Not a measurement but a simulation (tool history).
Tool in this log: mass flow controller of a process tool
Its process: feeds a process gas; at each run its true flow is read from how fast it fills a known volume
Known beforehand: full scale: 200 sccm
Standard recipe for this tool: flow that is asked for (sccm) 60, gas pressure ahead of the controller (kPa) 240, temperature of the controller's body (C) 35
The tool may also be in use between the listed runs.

| run | hour | flow that is asked for (sccm) | gas pressure ahead of the controller (kPa) | temperature of the controller's body (C) | true flow (%) |
|---|---|---|---|---|---|
| 1 | 0 | 60 | 240 | 35 | 98.09 |
| 2 | 127.1 | 60 | 240 | 35 | 98.16 |
| 3 | 201.9 | 60 | 240 | 35 | 98.22 |
| 4 | 339.3 | 60 | 240 | 34 | 98.43 |
| 5 | 415.8 | 60 | 240 | 34 | 98.38 |
| 6 | 505.7 | 60 | 240 | 34 | 98.42 |
| 7 | 612.4 | 60 | 240 | 33 | 98.5 |
| 8 | 672.5 | 75 | 240 | 35 | 98.59 |
| 9 | 728.9 | 75 | 240 | 35 | 98.75 |
| 10 | 815.6 | 60 | 240 | 35 | 98.55 |
| 11 | 947.2 | 60 | 240 | 35 | 98.66 |
| 12 | 1056.7 | 60 | 240 | 35 | 98.81 |
| 13 | 1133.6 | 60 | 240 | 35 | 98.74 |
| 14 | 1227.5 | 60 | 240 | 35 | 98.91 |
| 15 | 1347.1 | 60 | 240 | 35 | 98.85 |
| 16 | 1416.7 | 60 | 240 | 35 | 99.01 |
| 17 | 1489.8 | 60 | 240 | 35 | 98.92 |
| 18 | 1617.4 | 60 | 240 | 35 | 99.24 |
| 19 | 1716.9 | 60 | 240 | 35 | 99.26 |
| 20 | 1833.5 | 60 | 240 | 21 | 100.42 |
| 21 | 1936.2 | 60 | 240 | 21 | 100.5 |
| 22 | 2017.4 | 60 | 240 | 21 | 100.49 |
| 23 | 2147.4 | 60 | 240 | 28 | 99.99 |
| 24 | 2214.2 | 60 | 240 | 28 | 100.1 |
| 25 | 2345.6 | 38 | 240 | 20 | 100.76 |

Forecast run 26:
| 26 | 2464.5 | 38 | 205 | 20 | ? |

Run 26 came out at true flow (%) 101.03.
Had the tool carried no hidden state, the very same run would have given true flow (%) 99.4.
